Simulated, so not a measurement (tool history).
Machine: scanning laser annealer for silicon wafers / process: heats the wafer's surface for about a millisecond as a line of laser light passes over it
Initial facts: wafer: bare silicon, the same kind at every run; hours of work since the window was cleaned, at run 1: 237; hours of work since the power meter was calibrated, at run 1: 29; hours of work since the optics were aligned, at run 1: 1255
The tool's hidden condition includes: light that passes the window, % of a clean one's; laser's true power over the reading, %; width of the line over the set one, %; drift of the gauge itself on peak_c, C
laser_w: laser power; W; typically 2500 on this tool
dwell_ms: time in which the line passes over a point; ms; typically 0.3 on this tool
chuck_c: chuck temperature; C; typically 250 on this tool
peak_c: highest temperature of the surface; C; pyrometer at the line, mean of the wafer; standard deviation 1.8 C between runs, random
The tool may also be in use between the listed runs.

| run | hour | laser_w | dwell_ms | chuck_c | hours of work since the window was cleaned | hours of work since the power meter was calibrated | hours of work since the optics were aligned | peak_c |
|---|---|---|---|---|---|---|---|---|
| 1 | 0 | 2500 | 0.3 | 250 | 237 | 29 | 1255 | 1032 |
| 2 | 7 | 2500 | 0.3 | 250 | 241 | 33 | 1259 | 1036 |
| 3 | 11.6 | 2500 | 0.3 | 250 | 244 | 36 | 1262 | 1030 |
| 4 | 21.2 | 2500 | 0.216 | 250 | 249 | 42 | 1268 | 900 |
| 5 | 25.4 | 2500 | 0.216 | 250 | 252 | 44 | 1270 | 901 |
| 6 | 31 | 2500 | 0.3 | 250 | 255 | 47 | 1274 | 1030 |
| 7 | 35.3 | 2500 | 0.3 | 250 | 258 | 50 | 1276 | 1028 |
|  | 46.7 | optics aligned, line set to its width |
| 8 | 48.1 | 2500 | 0.311 | 250 | 262 | 55 | 1 | 1051 |
| 9 | 52.5 | 2500 | 0.3 | 240 | 265 | 57 | 3 | 1022 |
| 10 | 58.3 | 2141 | 0.3 | 240 | 268 | 61 | 7 | 906 |
| 11 | 63.4 | 2500 | 0.356 | 268 | 271 | 64 | 10 | 1127 |
| 12 | 71.9 | 2486 | 0.296 | 283 | 277 | 69 | 15 | 1057 |
| 13 | 79.3 | 2676 | 0.247 | 283 | 281 | 73 | 19 | 1038 |
| 14 | 84.7 | 2500 | 0.255 | 250 | 284 | 77 | 23 | 967 |

What will run 15 give?
| 15 | 92.8 | 2500 | 0.255 | 250 | 289 | 81 | 28 | ? |

{"run 15": {"peak_c": 963}}
Were there no unlogged condition in the tool, this run, its random variation unchanged, would have produced peak_c 983 C.
